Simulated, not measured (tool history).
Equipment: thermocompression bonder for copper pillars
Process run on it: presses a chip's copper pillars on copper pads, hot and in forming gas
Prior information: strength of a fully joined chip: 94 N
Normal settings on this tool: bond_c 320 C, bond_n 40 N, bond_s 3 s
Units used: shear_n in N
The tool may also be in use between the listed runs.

{"run": 1, "hour": 0.0, "bond_c": 320, "bond_n": 40, "bond_s": 3, "shear_n": 50.2}
{"run": 2, "hour": 49.1, "bond_c": 320, "bond_n": 40, "bond_s": 3, "shear_n": 49.5}
{"run": 3, "hour": 80.2, "bond_c": 347, "bond_n": 40, "bond_s": 3, "shear_n": 63.4}
{"run": 4, "hour": 112.3, "bond_c": 347, "bond_n": 40, "bond_s": 3, "shear_n": 62.8}
{"run": 5, "hour": 168.8, "bond_c": 320, "bond_n": 40, "bond_s": 3, "shear_n": 49}
{"run": 6, "hour": 212.6, "bond_c": 320, "bond_n": 40, "bond_s": 2, "shear_n": 42}
{"run": 7, "hour": 276.5, "bond_c": 320, "bond_n": 40, "bond_s": 7, "shear_n": 61.6}
{"run": 8, "hour": 312.5, "bond_c": 320, "bond_n": 36, "bond_s": 4, "shear_n": 46.9}
{"hour": 349.7, "done": "forming gas filter changed"}
{"run": 9, "hour": 369.0, "bond_c": 320, "bond_n": 36, "bond_s": 4, "shear_n": 51.1}
{"run": 10, "hour": 433.4, "bond_c": 320, "bond_n": 36, "bond_s": 4, "shear_n": 50.8}
{"run": 11, "hour": 477.5, "bond_c": 311, "bond_n": 25, "bond_s": 3, "shear_n": 26.2}
{"run": 12, "hour": 507.0, "bond_c": 331, "bond_n": 52, "bond_s": 7, "shear_n": 81}

Each row is a separate what-if for the run after 12, all from the same tool condition, not one after another. Results?
{"run": "A", "hour": 545.0, "bond_c": 320, "bond_n": 34, "bond_s": 7, "shear_n": "?"}
{"run": "B", "hour": 545.0, "bond_c": 321, "bond_n": 58, "bond_s": 7, "shear_n": "?"}
{"run": "C", "hour": 545.0, "bond_c": 313, "bond_n": 32, "bond_s": 7, "shear_n": "?"}

run=A shear_n=56.2
run=B shear_n=80.1
run=C shear_n=48.3
Without the tool's unlogged condition, the same runs would have read:
run=A shear_n=56.5
run=B shear_n=81.7
run=C shear_n=48.6
